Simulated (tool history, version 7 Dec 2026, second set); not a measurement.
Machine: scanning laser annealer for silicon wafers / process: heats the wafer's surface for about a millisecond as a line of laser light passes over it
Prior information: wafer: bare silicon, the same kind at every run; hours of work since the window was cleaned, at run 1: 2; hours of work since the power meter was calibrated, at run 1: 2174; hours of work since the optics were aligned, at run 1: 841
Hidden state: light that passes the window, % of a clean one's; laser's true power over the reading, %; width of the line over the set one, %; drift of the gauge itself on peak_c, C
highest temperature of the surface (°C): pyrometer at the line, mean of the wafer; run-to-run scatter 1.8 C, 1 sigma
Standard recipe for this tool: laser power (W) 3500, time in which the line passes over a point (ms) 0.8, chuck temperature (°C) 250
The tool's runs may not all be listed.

run	hour	laser power (W)	time in which the line passes over a point (ms)	chuck temperature (°C)	hours of work since the window was cleaned	hours of work since the power meter was calibrated	hours of work since the optics were aligned	highest temperature of the surface (°C)
1	0	3500	0.8	250	2	2174	841	1071
2	68	3111	0.8	250	52	2224	891	968
3	144	3111	0.8	250	108	2280	947	967
4	211.7	3111	0.829	250	157	2330	996	983
5	249.5	3111	0.829	250	185	2357	1024	980
6	307.1	3111	0.829	250	227	2400	1066	977
7	356.7	3111	0.829	250	264	2436	1103	979
8	428	3500	0.959	250	316	2488	1155	1158
9	508.4	3500	0.959	250	375	2548	1214	1155
10	585.4	3605	0.8	250	432	2604	1271	1089
11	666.3	3605	0.8	250	491	2663	1330	1083
12	725.8	3605	0.8	250	535	2707	1374	1084
13	804.1	3605	0.8	250	592	2765	1431	1085
14	840.1	3512	0.577	251	619	2791	1458	917
15	889.1	3512	0.577	251	655	2827	1494	915
16	954.7	3250	0.8	211	703	2875	1542	947
17	1000.8	3250	0.8	211	737	2909	1576	950
18	1033.7	3250	0.566	211	761	2933	1600	809
19	1098.3	3131	0.713	250	808	2981	1647	905
# hour 1110.5: window over the wafer cleaned
20	1175	3013	0.605	255	47	3036	1702	837
21	1230.5	3013	0.605	255	88	3076	1743	835
22	1291.3	3013	0.605	255	133	3121	1788	837
23	1364.3	3500	0.61	250	186	3175	1841	939
24	1439.3	3369	0.611	250	241	3230	1896	911

5 ways to go on from here, each from the tool as it stands after run 24. What would each give?
A	1486.1	3531	0.572	250	276	3264	1931	?
B	1486.1	3657	0.637	243	276	3264	1931	?
C	1486.1	3083	0.615	214	276	3264	1931	?
D	1486.1	3762	0.8	250	276	3264	1931	?
E	1486.1	3369	0.98	258	276	3264	1931	?

run	highest temperature of the surface (°C)
A	916
B	985
C	811
D	1124
E	1134
Without the tool's hidden state the same runs would have given:
run	highest temperature of the surface (°C)
A	936
B	1007
C	829
D	1150
E	1160
